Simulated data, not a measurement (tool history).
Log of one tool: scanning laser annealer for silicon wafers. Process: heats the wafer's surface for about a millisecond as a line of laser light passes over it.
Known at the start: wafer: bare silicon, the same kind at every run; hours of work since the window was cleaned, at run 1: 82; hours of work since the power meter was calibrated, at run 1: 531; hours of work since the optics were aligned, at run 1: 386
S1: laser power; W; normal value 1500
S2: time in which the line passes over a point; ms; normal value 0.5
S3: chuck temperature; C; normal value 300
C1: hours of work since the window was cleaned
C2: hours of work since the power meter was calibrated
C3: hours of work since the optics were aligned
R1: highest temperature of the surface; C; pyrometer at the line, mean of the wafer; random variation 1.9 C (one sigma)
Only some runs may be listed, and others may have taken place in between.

run,hour,S1,S2,S3,C1,C2,C3,R1
1,0,1500,0.5,300,82,531,386,1135
2,28.1,1390,0.5,300,100,550,405,1061
3,44.5,1390,0.5,300,111,561,416,1058
4,63.9,1500,0.5,300,124,574,429,1132
5,94.7,1500,0.5,300,145,595,450,1128
6,122.1,1500,0.5,300,164,613,468,1131
7,150,1500,0.5,300,182,632,487,1130
8,177.7,1500,0.5,300,201,651,506,1123
9,205.8,1500,0.5,300,220,670,525,1123
10,234.2,1500,0.5,300,239,689,544,1121
11,255.7,1500,0.5,264,253,703,558,1080
12,269.7,1633,0.5,264,263,713,568,1178
13,289.8,1633,0.5,264,276,726,581,1176
14,322.2,1633,0.5,264,298,748,603,1168
15,343.4,1633,0.5,264,312,762,617,1167
16,366.9,1633,0.5,264,328,778,633,1173
17,388.4,1467,0.5,264,342,792,647,1055
18,419.2,1500,0.5,300,363,813,668,1108
19,442.5,1500,0.5,300,379,829,684,1108
20,462.9,1500,0.5,300,392,842,697,1106
21,485.7,1500,0.5,300,408,858,713,1103
22,510.2,1500,0.5,300,424,874,729,1103
23,532,1627,0.577,327,439,889,744,1281
# hour 548.7: window over the wafer cleaned
24,556.9,1341,0.5,300,5,904,759,1026
25,583,1341,0.5,300,23,922,777,1028
26,602.8,1341,0.5,300,36,935,790,1023
27,623.9,1318,0.5,304,50,949,804,1014
28,648.7,1318,0.5,304,67,966,821,1010
29,665.3,1620,0.5,304,78,977,832,1221

Estimate the outcome of run 30 from the log above:
30,684,1506,0.401,310,91,989,844,?

Run 30 came out at R1 1060 C.
With the hidden condition absent and the run-to-run variation left alone, this run would have shown R1 1077 C.
